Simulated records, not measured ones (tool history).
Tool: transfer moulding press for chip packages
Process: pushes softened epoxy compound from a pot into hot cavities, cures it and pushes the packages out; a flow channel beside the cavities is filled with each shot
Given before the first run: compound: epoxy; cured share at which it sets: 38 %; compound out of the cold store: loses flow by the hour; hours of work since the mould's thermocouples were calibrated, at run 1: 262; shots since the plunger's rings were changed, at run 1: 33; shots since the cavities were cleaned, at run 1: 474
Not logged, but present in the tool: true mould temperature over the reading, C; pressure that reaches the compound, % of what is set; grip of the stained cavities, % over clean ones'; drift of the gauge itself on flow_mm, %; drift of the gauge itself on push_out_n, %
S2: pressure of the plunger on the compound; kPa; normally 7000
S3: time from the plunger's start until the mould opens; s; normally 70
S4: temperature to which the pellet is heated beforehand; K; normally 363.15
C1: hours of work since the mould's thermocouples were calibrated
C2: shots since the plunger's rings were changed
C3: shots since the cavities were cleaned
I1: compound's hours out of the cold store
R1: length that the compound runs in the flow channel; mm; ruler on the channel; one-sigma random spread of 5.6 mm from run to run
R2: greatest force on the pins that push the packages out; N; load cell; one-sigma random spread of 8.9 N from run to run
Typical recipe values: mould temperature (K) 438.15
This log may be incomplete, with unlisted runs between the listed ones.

run 1 hour=0.0 | mould_temperature_(K)=438.15 S2=7000 S3=70 S4=363.15 | C1=262 C2=33 C3=474 | I1=44.3 | R1=568 R2=537
run 2 hour=15.2 | mould_temperature_(K)=438.15 S2=7000 S3=88 S4=363.15 | C1=273 C2=271 C3=712 | I1=16.6 | R1=617 R2=475
-- hour=28.2 cavities cleaned with cleaning compound and waxed
run 3 hour=40.9 | mould_temperature_(K)=438.15 S2=7000 S3=88 S4=363.15 | C1=290 C2=647 C3=197 | I1=37.6 | R1=576 R2=386
run 4 hour=63.9 | mould_temperature_(K)=438.15 S2=7000 S3=88 S4=363.15 | C1=307 C2=1006 C3=556 | I1=39.5 | R1=558 R2=465
run 5 hour=77.9 | mould_temperature_(K)=438.15 S2=7000 S3=88 S4=363.15 | C1=317 C2=1225 C3=775 | I1=39.4 | R1=573 R2=488
-- hour=87.6 cavities cleaned with cleaning compound and waxed
run 6 hour=97.8 | mould_temperature_(K)=438.15 S2=7000 S3=70 S4=363.15 | C1=330 C2=1512 C3=159 | I1=34.6 | R1=582 R2=457
-- hour=114.7 mould's thermocouples calibrated
run 7 hour=115.9 | mould_temperature_(K)=438.15 S2=7000 S3=70 S4=370.15 | C1=1 C2=1763 C3=410 | I1=28.7 | R1=574 R2=522
run 8 hour=137.5 | mould_temperature_(K)=438.15 S2=7000 S3=70 S4=363.15 | C1=16 C2=2100 C3=747 | I1=31.5 | R1=565 R2=617
-- hour=149.2 cavities cleaned with cleaning compound and waxed
run 9 hour=166.1 | mould_temperature_(K)=438.15 S2=7000 S3=70 S4=363.15 | C1=35 C2=2523 C3=262 | I1=32.0 | R1=568 R2=478
run 10 hour=196.1 | mould_temperature_(K)=438.15 S2=7000 S3=70 S4=363.15 | C1=57 C2=2992 C3=731 | I1=11.2 | R1=595 R2=611
-- hour=208.9 cavities cleaned with cleaning compound and waxed
run 11 hour=215.8 | mould_temperature_(K)=438.15 S2=7000 S3=70 S4=363.15 | C1=69 C2=3275 C3=107 | I1=34.2 | R1=554 R2=457
-- hour=220.5 plunger's sealing rings changed
run 12 hour=241.3 | mould_temperature_(K)=438.15 S2=5540 S3=70 S4=363.15 | C1=86 C2=325 C3=467 | I1=29.9 | R1=532 R2=521
run 13 hour=263.8 | mould_temperature_(K)=438.15 S2=5540 S3=70 S4=363.15 | C1=102 C2=676 C3=818 | I1=40.2 | R1=510 R2=580
-- hour=269.7 cavities cleaned with cleaning compound and waxed
run 14 hour=284.1 | mould_temperature_(K)=431.15 S2=7000 S3=71 S4=363.15 | C1=115 C2=969 C3=225 | I1=9.6 | R1=633 R2=717
run 15 hour=314.7 | mould_temperature_(K)=438.15 S2=7000 S3=67 S4=369.15 | C1=137 C2=1446 C3=702 | I1=22.5 | R1=587 R2=619
-- hour=328.4 cavities cleaned with cleaning compound and waxed
run 16 hour=346.7 | mould_temperature_(K)=432.15 S2=7000 S3=70 S4=368.15 | C1=158 C2=1923 C3=285 | I1=8.2 | R1=614 R2=678

Predict the results of run 17:
run 17 hour=367.4 | mould_temperature_(K)=438.15 S2=7000 S3=70 S4=362.15 | C1=173 C2=2245 C3=607 | I1=43.7 | R1=? R2=?

R1: 554 mm
R2: 571 N
On a tool with no hidden condition, and with the same random variation, this run would have come out at R1 582 mm, R2 409 N.

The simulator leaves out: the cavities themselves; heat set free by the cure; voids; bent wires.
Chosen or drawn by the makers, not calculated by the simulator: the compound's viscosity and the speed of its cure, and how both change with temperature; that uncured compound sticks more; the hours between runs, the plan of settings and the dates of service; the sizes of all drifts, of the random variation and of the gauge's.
